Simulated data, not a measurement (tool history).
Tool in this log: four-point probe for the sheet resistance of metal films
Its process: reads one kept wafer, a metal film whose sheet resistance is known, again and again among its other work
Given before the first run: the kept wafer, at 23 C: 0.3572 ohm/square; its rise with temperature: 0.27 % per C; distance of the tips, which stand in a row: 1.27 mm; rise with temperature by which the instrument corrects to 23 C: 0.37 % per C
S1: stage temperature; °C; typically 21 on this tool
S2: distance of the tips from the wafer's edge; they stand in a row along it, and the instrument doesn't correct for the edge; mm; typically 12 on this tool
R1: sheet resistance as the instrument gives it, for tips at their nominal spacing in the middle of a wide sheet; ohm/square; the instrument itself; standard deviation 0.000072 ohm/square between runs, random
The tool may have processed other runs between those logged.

Run 1, hour 0: usual settings. Result: R1 0.361792 ohm/square.
Run 2, hour 32.7: usual settings. Result: R1 0.361636 ohm/square.
Run 3, hour 79.2: usual settings. Result: R1 0.361484 ohm/square.
Run 4, hour 105: usual settings but S2 35 mm. Result: R1 0.35967 ohm/square.
At hour 111.1: stage's thermometer calibrated.
Run 5, hour 165.7: usual settings but S2 35 mm. Result: R1 0.359647 ohm/square.
Run 6, hour 199.7: usual settings but S2 35 mm. Result: R1 0.359464 ohm/square.
Run 7, hour 242.4: usual settings but S2 35 mm. Result: R1 0.359455 ohm/square.
Run 8, hour 296.5: usual settings but S1 24 °C, S2 73 mm. Result: R1 0.358195 ohm/square.
Run 9, hour 329.6: usual settings but S1 19 °C, S2 38 mm. Result: R1 0.360077 ohm/square.
Run 10, hour 362.1: usual settings but S1 25 °C, S2 29 mm. Result: R1 0.358069 ohm/square.
Run 11, hour 409.8: usual settings but S1 25 °C, S2 63 mm. Result: R1 0.357627 ohm/square.
Run 12, hour 445.5: usual settings but S1 25 °C, S2 35 mm. Result: R1 0.358064 ohm/square.
At hour 474.1: stage's thermometer calibrated, once more.
Run 13, hour 494.1: usual settings but S1 19 °C, S2 5 mm. Result: R1 0.37214 ohm/square.

Subtracting, for every run, the result it would have given without the tool's unlogged condition from the measured result gives the following. The same run-to-run variation enters both numbers; the gauge's scatter may not:
Hidden conditions of the tool in this case: inner tips' distance over the nominal, %; tips' flats over new ones', %; wafer's true temperature over the reading, C; drift of the gauge itself on sheet_ohm, %.
run         R1
  1  +0.001623
  2  +0.001591
  3  +0.001548
  4  +0.001517
  5  +0.001406
  6  +0.001372
  7  +0.001332
  8  +0.001277
  9  +0.001245
 10  +0.001214
 11  +0.001167
 12  +0.001136
 13  +0.001593

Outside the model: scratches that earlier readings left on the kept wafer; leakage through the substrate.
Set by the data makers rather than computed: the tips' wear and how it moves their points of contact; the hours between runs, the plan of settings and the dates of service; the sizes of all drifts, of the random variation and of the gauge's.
